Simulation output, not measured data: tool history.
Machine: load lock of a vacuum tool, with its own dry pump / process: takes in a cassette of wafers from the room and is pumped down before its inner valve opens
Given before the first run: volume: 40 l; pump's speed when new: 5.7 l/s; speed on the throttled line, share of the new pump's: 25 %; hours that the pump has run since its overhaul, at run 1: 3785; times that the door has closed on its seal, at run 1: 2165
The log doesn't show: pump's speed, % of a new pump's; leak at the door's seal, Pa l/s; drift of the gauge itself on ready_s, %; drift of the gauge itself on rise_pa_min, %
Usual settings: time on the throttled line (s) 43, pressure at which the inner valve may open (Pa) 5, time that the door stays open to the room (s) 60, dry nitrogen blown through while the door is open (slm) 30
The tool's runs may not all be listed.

run	day	time on the throttled line (s)	pressure at which the inner valve may open (Pa)	time that the door stays open to the room (s)	dry nitrogen blown through while the door is open (slm)	hours that the pump has run since its overhaul	times that the door has closed on its seal	incoming humidity of the room's air, %	time from the closed door until the inner valve may open (s)	rise of the pressure with all valves shut (Pa/min)
1	0	43	5	60	30	3785	2165	42.3	105.8	0.023
2	2.646	43	5	60	30	3848	2336	46.2	104.5	0.018
3	5.804	43	5	60	45	3924	2540	47.3	104.3	0.018
4	8.108	48	5	60	30	3979	2690	44	108.5	0.021
5	11.967	43	5	60	30	4072	2939	43.5	104.9	0.024
6	14.538	43	5	60	30	4134	3106	45.7	105.8	0.017
7	17.062	43	5	60	30	4194	3269	45	106.3	0.028
8	20.388	43	5	60	30	4274	3485	46.2	107.2	0.023
9	24.779	43	5	60	30	4379	3769	44.2	106.4	0.027
10	28.196	43	5	60	15	4461	3990	41.3	106.5	0.024
11	30.467	43	5	60	30	4516	4137	46.2	107	0.026
12	34.55	43	5	60	30	4614	4402	46.6	106	0.025
13	38.888	43	9	60	30	4718	4682	46.6	101.3	0.021
14	40.758	43	9	60	30	4763	4804	45.1	100.1	0.026
15	43.333	43	9	60	30	4825	4970	45.7	101.5	0.026
16	46.675	43	9	60	30	4905	5187	46.1	101.2	0.025
17	51.033	43	5	60	11	5009	5469	45.6	106	0.035
18	54.675	43	5	60	11	5097	5705	44.4	105.3	0.034
19	58.325	26	4	46	10	5184	5941	46.4	94.7	0.028
20	60.238	28	4	60	8	5230	6065	41.1	97.8	0.031
21	62.35	43	5	60	30	5281	6201	44.7	106.5	0.025
22	65.362	43	5	60	30	5353	6396	44.2	106.7	0.026
23	68.812	41	5	197	30	5436	6620	44.2	104.4	0.054
24	72.767	61	5	37	44	5531	6876	44.7	119.6	0.017
25	76.817	61	5	37	44	5628	7138	41.6	119.5	0.018
26	79.217	45	5	60	30	5686	7293	45.8	107	0.025
27	82.308	43	5	60	39	5760	7494	45.4	107.2	0.024
28	85.362	28	5	60	11	5833	7691	43.6	94.4	0.033
29	88.796	43	4	60	33	5916	7914	47	108.9	0.028
30	92.25	27	4	60	33	5999	8137	41.5	97	0.024
31	94.904	43	5	42	13	6062	8309	45.6	106.1	0.031
32	96.983	43	5	128	30	6112	8444	45	107.6	0.041

For run 33, what comes out?
33	98.771	43	5	128	30	6155	8559	43.1	?	?

Run 33 gave time from the closed door until the inner valve may open (s) 107.9, rise of the pressure with all valves shut (Pa/min) 0.045.
Without the tool's hidden state the same run would have given time from the closed door until the inner valve may open (s) 104.2, rise of the pressure with all valves shut (Pa/min) 0.036.

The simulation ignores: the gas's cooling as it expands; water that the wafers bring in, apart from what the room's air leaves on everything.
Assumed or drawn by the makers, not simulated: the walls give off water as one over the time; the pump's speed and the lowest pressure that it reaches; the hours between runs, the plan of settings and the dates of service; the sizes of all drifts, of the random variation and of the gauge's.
